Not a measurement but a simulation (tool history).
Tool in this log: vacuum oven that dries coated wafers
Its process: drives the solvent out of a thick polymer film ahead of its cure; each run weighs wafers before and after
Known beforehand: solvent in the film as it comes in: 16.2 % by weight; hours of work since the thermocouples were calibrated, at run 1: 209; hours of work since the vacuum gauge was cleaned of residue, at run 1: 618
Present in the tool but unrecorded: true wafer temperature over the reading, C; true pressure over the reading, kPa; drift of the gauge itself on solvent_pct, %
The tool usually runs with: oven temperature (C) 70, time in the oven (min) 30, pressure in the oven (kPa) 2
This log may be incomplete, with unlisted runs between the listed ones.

run,hour,oven temperature (C),time in the oven (min),pressure in the oven (kPa),hours of work since the thermocouples were calibrated,hours of work since the vacuum gauge was cleaned of residue,solvent left in the film (%)
1,0,70,30,2,209,618,1.56
2,32.1,70,30,2,225,634,1.56
3,52.9,70,32,2,235,645,1.5
4,78.9,70,32,2,248,657,1.55
5,100.2,70,32,2,259,668,1.54
6,131.2,70,26,2,274,684,1.85
7,158.3,70,30,1.47,288,697,1.35
8,185.2,70,30,1.47,301,710,1.34
9,208.5,70,30,1.47,313,722,1.36
10,237.3,70,30,1.47,327,736,1.29
11,261.2,70,30,1.47,339,748,1.26
12,286.5,72,43,1.31,351,761,0.83
13,311.7,72,30,1.31,364,773,1.02
14,337.5,62,43,2.05,377,786,2.35
15,357.3,73,19,4.75,387,796,3.25
16,382.8,64,27,2.24,399,809,3.15
17,414.9,66,51,5.33,415,825,3.66
18,432.5,66,51,5.33,424,834,3.56
19,465.1,70,30,6.24,440,850,3.67
20,493.4,70,30,6.24,455,864,3.7
21,514.7,65,30,2.28,465,875,2.69
22,543,70,30,2.28,479,889,1.77

Forecast each of these 5 alternatives for the next run:
A,567.7,78,43,4.39,491,901,?
B,567.7,78,30,6.15,491,901,?
C,567.7,55,43,2.28,491,901,?
D,567.7,64,30,2.28,491,901,?
E,567.7,77,43,2.1,491,901,?

run,solvent left in the film (%)
A,1.77
B,2.46
C,4.26
D,2.94
E,0.89
Without the tool's unlogged condition, the same runs would have read:
run,solvent left in the film (%)
A,1.61
B,2.29
C,3.84
D,2.64
E,0.73
